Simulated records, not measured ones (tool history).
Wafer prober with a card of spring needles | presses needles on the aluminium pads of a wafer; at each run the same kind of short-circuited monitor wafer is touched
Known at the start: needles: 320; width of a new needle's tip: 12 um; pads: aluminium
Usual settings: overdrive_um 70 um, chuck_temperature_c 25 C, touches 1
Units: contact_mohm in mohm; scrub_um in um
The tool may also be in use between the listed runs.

run 1 hour=0 | overdrive_um=70 chuck_temperature_c=25 touches=1 | contact_mohm=268 scrub_um=17.95
-- hour=2.4 tips cleaned on abrasive film
-- hour=17.9 tips cleaned on abrasive film
run 2 hour=18.5 | overdrive_um=68 chuck_temperature_c=25 touches=1 | contact_mohm=242 scrub_um=17.42
-- hour=33.7 tips cleaned on abrasive film
run 3 hour=40 | overdrive_um=68 chuck_temperature_c=25 touches=1 | contact_mohm=270 scrub_um=17.41
-- hour=49.3 tips cleaned on abrasive film
run 4 hour=53.8 | overdrive_um=68 chuck_temperature_c=25 touches=1 | contact_mohm=257 scrub_um=17.38
-- hour=66.1 tips cleaned on abrasive film
run 5 hour=72.9 | overdrive_um=68 chuck_temperature_c=25 touches=1 | contact_mohm=263 scrub_um=17.38
-- hour=82.7 tips cleaned on abrasive film
run 6 hour=96.9 | overdrive_um=70 chuck_temperature_c=25 touches=1 | contact_mohm=267 scrub_um=17.83
-- hour=98.6 tips cleaned on abrasive film
run 7 hour=107.4 | overdrive_um=70 chuck_temperature_c=25 touches=1 | contact_mohm=267 scrub_um=17.79
-- hour=109.6 height of the first contact set anew
-- hour=115.1 tips cleaned on abrasive film
run 8 hour=120.4 | overdrive_um=64 chuck_temperature_c=70 touches=1 | contact_mohm=276 scrub_um=16.25
-- hour=132 tips cleaned on abrasive film
run 9 hour=139.2 | overdrive_um=70 chuck_temperature_c=25 touches=3 | contact_mohm=249 scrub_um=17.74
-- hour=147.6 tips cleaned on abrasive film
run 10 hour=153.5 | overdrive_um=70 chuck_temperature_c=25 touches=3 | contact_mohm=244 scrub_um=17.74
-- hour=162.7 tips cleaned on abrasive film
run 11 hour=173.6 | overdrive_um=70 chuck_temperature_c=25 touches=3 | contact_mohm=247 scrub_um=17.76
-- hour=179 tips cleaned on abrasive film
run 12 hour=193.9 | overdrive_um=52 chuck_temperature_c=71 touches=2 | contact_mohm=280 scrub_um=13.11
-- hour=195.9 tips cleaned on abrasive film
-- hour=211.9 tips cleaned on abrasive film
run 13 hour=214.7 | overdrive_um=52 chuck_temperature_c=71 touches=2 | contact_mohm=269 scrub_um=13.08
-- hour=221.3 height of the first contact set anew, once more
-- hour=229.2 tips cleaned on abrasive film
run 14 hour=230.3 | overdrive_um=64 chuck_temperature_c=57 touches=1 | contact_mohm=259 scrub_um=16.41

5 ways to go on from here, each from the tool as it stands after run 14. What would each give?
-- hour=244.8 tips cleaned on abrasive film
run A hour=252.8 | overdrive_um=69 chuck_temperature_c=57 touches=1 | contact_mohm=? scrub_um=?
-- hour=244.8 tips cleaned on abrasive film
run B hour=252.8 | overdrive_um=67 chuck_temperature_c=25 touches=2 | contact_mohm=? scrub_um=?
-- hour=244.8 tips cleaned on abrasive film
run C hour=252.8 | overdrive_um=70 chuck_temperature_c=49 touches=3 | contact_mohm=? scrub_um=?
-- hour=244.8 tips cleaned on abrasive film
run D hour=252.8 | overdrive_um=69 chuck_temperature_c=33 touches=2 | contact_mohm=? scrub_um=?
-- hour=244.8 tips cleaned on abrasive film
run E hour=252.8 | overdrive_um=64 chuck_temperature_c=37 touches=1 | contact_mohm=? scrub_um=?

run=A contact_mohm=270 scrub_um=17.68
run=B contact_mohm=253 scrub_um=17.13
run=C contact_mohm=252 scrub_um=17.94
run=D contact_mohm=252 scrub_um=17.68
run=E contact_mohm=271 scrub_um=16.4
Without the tool's hidden state the same runs would have given:
run=A contact_mohm=240 scrub_um=17.71
run=B contact_mohm=233 scrub_um=17.17
run=C contact_mohm=241 scrub_um=17.97
run=D contact_mohm=233 scrub_um=17.71
run=E contact_mohm=236 scrub_um=16.44
